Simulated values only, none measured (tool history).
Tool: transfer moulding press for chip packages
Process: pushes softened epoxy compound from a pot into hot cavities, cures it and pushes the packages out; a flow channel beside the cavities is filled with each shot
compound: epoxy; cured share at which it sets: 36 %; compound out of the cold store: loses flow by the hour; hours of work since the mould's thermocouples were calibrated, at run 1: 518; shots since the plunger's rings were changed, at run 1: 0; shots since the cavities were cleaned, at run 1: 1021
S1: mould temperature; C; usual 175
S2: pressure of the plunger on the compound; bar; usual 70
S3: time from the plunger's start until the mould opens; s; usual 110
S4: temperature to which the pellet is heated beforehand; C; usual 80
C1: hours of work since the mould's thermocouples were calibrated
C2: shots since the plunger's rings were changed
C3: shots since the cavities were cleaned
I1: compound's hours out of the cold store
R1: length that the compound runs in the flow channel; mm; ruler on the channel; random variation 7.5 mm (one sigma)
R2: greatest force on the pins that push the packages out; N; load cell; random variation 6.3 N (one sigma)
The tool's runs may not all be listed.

{"run": 1, "hour": 0.0, "S1": 175, "S2": 70, "S3": 110, "S4": 80, "C1": 518, "C2": 0, "C3": 1021, "I1": 45.7, "R1": 889, "R2": 441}
{"hour": 12.7, "done": "cavities cleaned with cleaning compound and waxed"}
{"run": 2, "hour": 18.8, "S1": 175, "S2": 75.8, "S3": 110, "S4": 80, "C1": 531, "C2": 217, "C3": 76, "I1": 8.3, "R1": 998, "R2": 289}
{"run": 3, "hour": 32.2, "S1": 175, "S2": 75.8, "S3": 110, "S4": 80, "C1": 542, "C2": 387, "C3": 246, "I1": 42.3, "R1": 920, "R2": 349}
{"run": 4, "hour": 52.3, "S1": 175, "S2": 75.8, "S3": 110, "S4": 80, "C1": 557, "C2": 640, "C3": 499, "I1": 24.4, "R1": 948, "R2": 388}
{"run": 5, "hour": 67.4, "S1": 175, "S2": 70, "S3": 110, "S4": 80, "C1": 569, "C2": 830, "C3": 689, "I1": 41.7, "R1": 884, "R2": 416}
{"run": 6, "hour": 89.6, "S1": 175, "S2": 70, "S3": 110, "S4": 80, "C1": 586, "C2": 1110, "C3": 969, "I1": 23.3, "R1": 900, "R2": 430}
{"hour": 106.1, "done": "cavities cleaned with cleaning compound and waxed"}
{"run": 7, "hour": 112.0, "S1": 175, "S2": 70, "S3": 110, "S4": 80, "C1": 602, "C2": 1372, "C3": 73, "I1": 13.1, "R1": 923, "R2": 276}

Forecast run 8:
{"run": 8, "hour": 125.6, "S1": 175, "S2": 70, "S3": 110, "S4": 80, "C1": 612, "C2": 1544, "C3": 245, "I1": 34.6, "R1": "?", "R2": "?"}

Run 8 gave R1 877 mm, R2 346 N.
Without the tool's hidden state the same run would have given R1 906 mm, R2 248 N.
